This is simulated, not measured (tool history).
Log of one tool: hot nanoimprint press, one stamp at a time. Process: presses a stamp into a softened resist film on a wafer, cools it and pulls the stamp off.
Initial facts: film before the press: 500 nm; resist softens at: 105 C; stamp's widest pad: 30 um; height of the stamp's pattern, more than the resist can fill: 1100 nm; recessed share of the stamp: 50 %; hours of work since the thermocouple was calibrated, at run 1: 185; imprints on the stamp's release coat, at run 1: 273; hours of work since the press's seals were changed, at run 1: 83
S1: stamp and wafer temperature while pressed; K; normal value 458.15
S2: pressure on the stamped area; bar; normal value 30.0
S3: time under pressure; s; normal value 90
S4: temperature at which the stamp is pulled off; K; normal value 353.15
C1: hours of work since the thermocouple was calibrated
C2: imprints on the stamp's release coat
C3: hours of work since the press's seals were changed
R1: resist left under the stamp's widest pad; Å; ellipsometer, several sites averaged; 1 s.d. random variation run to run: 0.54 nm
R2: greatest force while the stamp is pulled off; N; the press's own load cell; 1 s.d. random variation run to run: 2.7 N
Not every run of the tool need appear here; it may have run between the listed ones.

Run 1, hour 0.0: usual settings; C1 185; C2 273; C3 83. Result: R1 2304 Å, R2 250 N.
Run 2, hour 30.0: usual settings but S1 450.15 K; C1 204; C2 369; C3 102. Result: R1 3145 Å, R2 256 N.
Run 3, hour 44.4: usual settings but S3 116 s; C1 213; C2 415; C3 111. Result: R1 2091 Å, R2 259 N.
Run 4, hour 71.4: usual settings but S3 116 s; C1 230; C2 500; C3 128. Result: R1 2089 Å, R2 258 N.
Run 5, hour 92.2: usual settings; C1 243; C2 566; C3 141. Result: R1 2281 Å, R2 265 N.
Run 6, hour 120.5: usual settings; C1 261; C2 656; C3 159. Result: R1 2275 Å, R2 271 N.
Run 7, hour 142.4: usual settings; C1 275; C2 726; C3 172. Result: R1 2259 Å, R2 269 N.
Run 8, hour 162.4: usual settings; C1 287; C2 790; C3 185. Result: R1 2268 Å, R2 273 N.
At hour 170.9: plate thermocouple calibrated.
Run 9, hour 189.5: usual settings; C1 12; C2 866; C3 200. Result: R1 2342 Å, R2 274 N.
Run 10, hour 216.8: usual settings; C1 29; C2 953; C3 217. Result: R1 2336 Å, R2 285 N.
Run 11, hour 234.0: usual settings; C1 40; C2 1008; C3 228. Result: R1 2325 Å, R2 284 N.
At hour 256.1: stamp cleaned and given a new release coat.
Run 12, hour 259.3: usual settings but S1 456.15 K; C1 52; C2 10; C3 240. Result: R1 2530 Å, R2 235 N.
Run 13, hour 279.5: usual settings but S1 456.15 K; C1 64; C2 74; C3 253. Result: R1 2533 Å, R2 240 N.
Run 14, hour 305.1: usual settings but S1 456.15 K, S4 354.15 K; C1 80; C2 156; C3 269. Result: R1 2513 Å, R2 243 N.
Run 15, hour 322.3: usual settings but S1 456.15 K, S4 354.15 K; C1 91; C2 211; C3 280. Result: R1 2508 Å, R2 247 N.
Run 16, hour 337.0: usual settings but S1 456.15 K, S4 354.15 K; C1 100; C2 257; C3 289. Result: R1 2512 Å, R2 251 N.
Run 17, hour 357.9: usual settings but S1 468.15 K, S2 37.4 bar, S3 97 s, S4 357.15 K; C1 114; C2 324; C3 302. Result: R1 1308 Å, R2 240 N.
Run 18, hour 386.0: usual settings but S1 452.15 K, S2 35.1 bar; C1 131; C2 413; C3 320. Result: R1 2745 Å, R2 258 N.
Run 19, hour 408.0: usual settings but S1 452.15 K, S2 35.1 bar; C1 145; C2 483; C3 333. Result: R1 2735 Å, R2 262 N.
Run 20, hour 432.4: usual settings but S1 460.15 K, S3 54 s; C1 160; C2 561; C3 349. Result: R1 2523 Å, R2 262 N.
Run 21, hour 451.7: usual settings but S1 460.15 K, S3 54 s; C1 172; C2 622; C3 361. Result: R1 2526 Å, R2 260 N.
Run 22, hour 476.5: usual settings but S1 460.15 K, S3 97 s, S4 341.15 K; C1 188; C2 701; C3 376. Result: R1 2046 Å, R2 306 N.
Run 23, hour 489.7: usual settings but S1 460.15 K, S3 97 s, S4 341.15 K; C1 196; C2 743; C3 385. Result: R1 2052 Å, R2 305 N.
Run 24, hour 517.0: usual settings but S2 30.2 bar, S3 45 s, S4 357.15 K; C1 213; C2 830; C3 402. Result: R1 2864 Å, R2 259 N.
Run 25, hour 529.4: usual settings but S3 50 s, S4 357.15 K; C1 221; C2 869; C3 410. Result: R1 2775 Å, R2 265 N.
Run 26, hour 543.9: usual settings but S3 50 s, S4 357.15 K; C1 230; C2 916; C3 419. Result: R1 2759 Å, R2 269 N.
Run 27, hour 561.7: usual settings but S1 454.15 K, S2 26.4 bar, S3 51 s; C1 242; C2 972; C3 430. Result: R1 3325 Å, R2 278 N.
Run 28, hour 583.4: usual settings but S1 454.15 K, S2 26.4 bar, S3 51 s; C1 255; C2 1041; C3 444. Result: R1 3325 Å, R2 281 N.
At hour 595.6: stamp cleaned and given a new release coat.
Run 29, hour 617.7: usual settings but S1 454.15 K, S2 24.2 bar, S3 51 s, S4 356.15 K; C1 273; C2 70; C3 461. Result: R1 3413 Å, R2 234 N.

Hidden state at the last listed run before each entry between runs and at the first one after, where it differs:
In the gap between runs 8 and 9: plate thermocouple calibrated (hour 170.9)
  true temperature over the reading, C: 0.77 -> -0.03; pressure that arrives at the usual setting, %: 99.36 -> 99.32; grip of the stamp's worn release coat, % over a new coat's: 14.8 -> 16.2
  difference, measured minus the result without the unlogged condition, R1: -67 -> +11 Å; R2: +33 -> +39 N
In the gap between runs 11 and 12: stamp cleaned and given a new release coat (hour 256.1)
  true temperature over the reading, C: 0.07 -> 0.11; pressure that arrives at the usual setting, %: 99.25 -> 99.21; grip of the stamp's worn release coat, % over a new coat's: 19 -> 0.2
  difference, measured minus the result without the unlogged condition, R1: +2 -> -2 Å; R2: +46 -> +0 N
In the gap between runs 28 and 29: stamp cleaned and given a new release coat (hour 595.6)
  true temperature over the reading, C: 0.85 -> 0.92; pressure that arrives at the usual setting, %: 98.67 -> 98.62; grip of the stamp's worn release coat, % over a new coat's: 19.6 -> 1.3
  difference, measured minus the result without the unlogged condition, R1: -77 -> -82 Å; R2: +44 -> +0 N
